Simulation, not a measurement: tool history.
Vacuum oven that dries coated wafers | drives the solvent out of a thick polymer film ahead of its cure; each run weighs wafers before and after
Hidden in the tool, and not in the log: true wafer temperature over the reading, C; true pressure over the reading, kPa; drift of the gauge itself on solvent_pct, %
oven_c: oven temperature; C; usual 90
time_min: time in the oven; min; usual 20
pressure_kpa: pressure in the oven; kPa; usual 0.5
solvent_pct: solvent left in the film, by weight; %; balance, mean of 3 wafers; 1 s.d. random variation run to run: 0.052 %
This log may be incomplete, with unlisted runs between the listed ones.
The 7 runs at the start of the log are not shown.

run    hour  oven_c  time_min  pressure_kpa  hours of work since the thermocouples were calibrated  hours of work since the vacuum gauge was cleaned of residue  solvent_pct
  8   413.2      90        20         0.349                                                    910                                                          397         1.12
  9     459      90        20         0.349                                                    929                                                          416         1.13
 10   516.2      90        20         0.438                                                    953                                                          439         1.15
 11   569.3      90        20         0.438                                                    974                                                          461         1.24
 12   628.3      90        17           0.5                                                    998                                                          485          1.8
 13   694.9      90        20           0.5                                                   1026                                                          513         1.32
 14   762.5     102        20           0.5                                                   1054                                                          540         0.44
 15   801.1     102        20           0.5                                                   1069                                                          556         0.52
 16   882.2      90        19           0.5                                                   1103                                                          589         1.47
      887.7  -- vacuum gauge cleaned of residue and calibrated
 17   958.2      90        29           0.5                                                   1133                                                           29         0.91
 18  1026.7      90        15           0.5                                                   1161                                                           57         2.34
 19  1067.9      92        31         0.641                                                   1178                                                           74          0.9
     1102.5  -- vacuum gauge cleaned of residue and calibrated, once more
 20  1121.6     101        20         0.372                                                   1200                                                            8         0.37
 21  1176.2      89        16           0.5                                                   1222                                                           30         1.91
 22  1238.9      89        16           0.5                                                   1248                                                           56          1.9
 23  1274.4      89        16           0.5                                                   1262                                                           71         2.01
 24  1350.6      90        34           0.5                                                   1294                                                          102         0.58
 25  1397.7      80        10         0.398                                                   1313                                                          121         6.29
 26  1451.1      90        11           0.5                                                   1335                                                          143         3.31
 27  1511.7      84        24           0.5                                                   1360                                                          168          1.4
 28  1560.1      95        20           0.5                                                   1379                                                          188          0.8
 29  1633.9     103        20           0.5                                                   1410                                                          218         0.37
 30  1681.3      90        20         0.382                                                   1429                                                          237         1.02
 31    1762      93        20           0.5                                                   1462                                                          271         0.97

Branching from run 31: 3 alternative next runs. What would each branch give?
  A  1804.5      90        20         1.451                                                   1480                                                          288            ?
  B  1804.5      80        16         0.266                                                   1480                                                          288            ?
  C  1804.5      92        17         1.298                                                   1480                                                          288            ?

run  solvent_pct
  A         1.92
  B         3.51
  C         1.93
Without the tool's hidden state the same runs would have given:
run  solvent_pct
  A         1.99
  B         3.69
  C         2.02

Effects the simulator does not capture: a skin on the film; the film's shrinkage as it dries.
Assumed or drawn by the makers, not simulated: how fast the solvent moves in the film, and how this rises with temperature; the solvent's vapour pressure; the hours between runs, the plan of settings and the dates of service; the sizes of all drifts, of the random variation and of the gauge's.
